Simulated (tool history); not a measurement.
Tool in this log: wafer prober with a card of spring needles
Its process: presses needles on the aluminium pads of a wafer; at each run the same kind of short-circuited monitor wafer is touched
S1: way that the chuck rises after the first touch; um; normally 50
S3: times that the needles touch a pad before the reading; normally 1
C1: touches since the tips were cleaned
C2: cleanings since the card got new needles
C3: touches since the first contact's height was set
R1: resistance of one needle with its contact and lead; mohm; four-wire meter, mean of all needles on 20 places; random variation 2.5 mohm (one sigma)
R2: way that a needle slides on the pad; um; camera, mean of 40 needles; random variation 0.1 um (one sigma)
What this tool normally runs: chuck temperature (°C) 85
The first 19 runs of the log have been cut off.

{"run": 20, "hour": 250.7, "S1": 38, "chuck temperature (°C)": 65, "S3": 2, "C1": 2130, "C2": 43, "C3": 11427, "R1": 418, "R2": 9.92}
{"hour": 258.9, "done": "tips cleaned on abrasive film"}
{"run": 21, "hour": 264.0, "S1": 45, "chuck temperature (°C)": 26, "S3": 1, "C1": 836, "C2": 44, "C3": 13608, "R1": 355, "R2": 11.57}
{"run": 22, "hour": 273.8, "S1": 45, "chuck temperature (°C)": 26, "S3": 1, "C1": 2455, "C2": 44, "C3": 15227, "R1": 452, "R2": 11.71}
{"hour": 279.6, "done": "tips cleaned on abrasive film"}
{"run": 23, "hour": 283.1, "S1": 45, "chuck temperature (°C)": 26, "S3": 1, "C1": 578, "C2": 45, "C3": 16745, "R1": 326, "R2": 11.6}
{"run": 24, "hour": 299.1, "S1": 48, "chuck temperature (°C)": 50, "S3": 2, "C1": 3216, "C2": 45, "C3": 19383, "R1": 387, "R2": 12.6}
{"hour": 300.7, "done": "tips cleaned on abrasive film"}
{"run": 25, "hour": 311.7, "S1": 68, "chuck temperature (°C)": 99, "S3": 2, "C1": 1820, "C2": 46, "C3": 21448, "R1": 320, "R2": 17.69}
{"hour": 320.9, "done": "tips cleaned on abrasive film"}
{"run": 26, "hour": 322.7, "S1": 68, "chuck temperature (°C)": 99, "S3": 2, "C1": 286, "C2": 47, "C3": 23246, "R1": 299, "R2": 17.7}
{"run": 27, "hour": 339.6, "S1": 43, "chuck temperature (°C)": 67, "S3": 3, "C1": 3088, "C2": 47, "C3": 26048, "R1": 363, "R2": 11.19}
{"hour": 341.3, "done": "tips cleaned on abrasive film"}
{"run": 28, "hour": 354.4, "S1": 50, "chuck temperature (°C)": 85, "S3": 1, "C1": 2177, "C2": 48, "C3": 28476, "R1": 419, "R2": 12.85}
{"hour": 362.2, "done": "tips cleaned on abrasive film"}
{"run": 29, "hour": 362.2, "S1": 50, "chuck temperature (°C)": 31, "S3": 1, "C1": 0, "C2": 49, "C3": 29739, "R1": 296, "R2": 12.78}
{"run": 30, "hour": 376.3, "S1": 50, "chuck temperature (°C)": 31, "S3": 1, "C1": 2331, "C2": 49, "C3": 32070, "R1": 433, "R2": 12.9}
{"hour": 382.6, "done": "tips cleaned on abrasive film"}
{"run": 31, "hour": 388.8, "S1": 65, "chuck temperature (°C)": 49, "S3": 2, "C1": 1019, "C2": 50, "C3": 34110, "R1": 299, "R2": 16.69}

Consider 5 possible next runs. They are alternatives, not a sequence: every one starts from the tool as it was left by run 31. What does each give?
{"run": "A", "hour": 397.5, "S1": 65, "chuck temperature (°C)": 33, "S3": 2, "C1": 2455, "C2": 50, "C3": 35546, "R1": "?", "R2": "?"}
{"run": "B", "hour": 397.5, "S1": 50, "chuck temperature (°C)": 85, "S3": 2, "C1": 2455, "C2": 50, "C3": 35546, "R1": "?", "R2": "?"}
{"run": "C", "hour": 397.5, "S1": 37, "chuck temperature (°C)": 47, "S3": 1, "C1": 2455, "C2": 50, "C3": 35546, "R1": "?", "R2": "?"}
{"run": "D", "hour": 397.5, "S1": 61, "chuck temperature (°C)": 58, "S3": 1, "C1": 2455, "C2": 50, "C3": 35546, "R1": "?", "R2": "?"}
{"run": "E", "hour": 397.5, "S1": 63, "chuck temperature (°C)": 85, "S3": 1, "C1": 2455, "C2": 50, "C3": 35546, "R1": "?", "R2": "?"}

run=A R1=320 R2=16.71
run=B R1=370 R2=12.85
run=C R1=540 R2=9.48
run=D R1=377 R2=15.63
run=E R1=374 R2=15.95
Without the tool's hidden state the same runs would have given:
run=A R1=262 R2=16.99
run=B R1=284 R2=13.13
run=C R1=279 R2=9.76
run=D R1=273 R2=15.91
run=E R1=280 R2=16.22
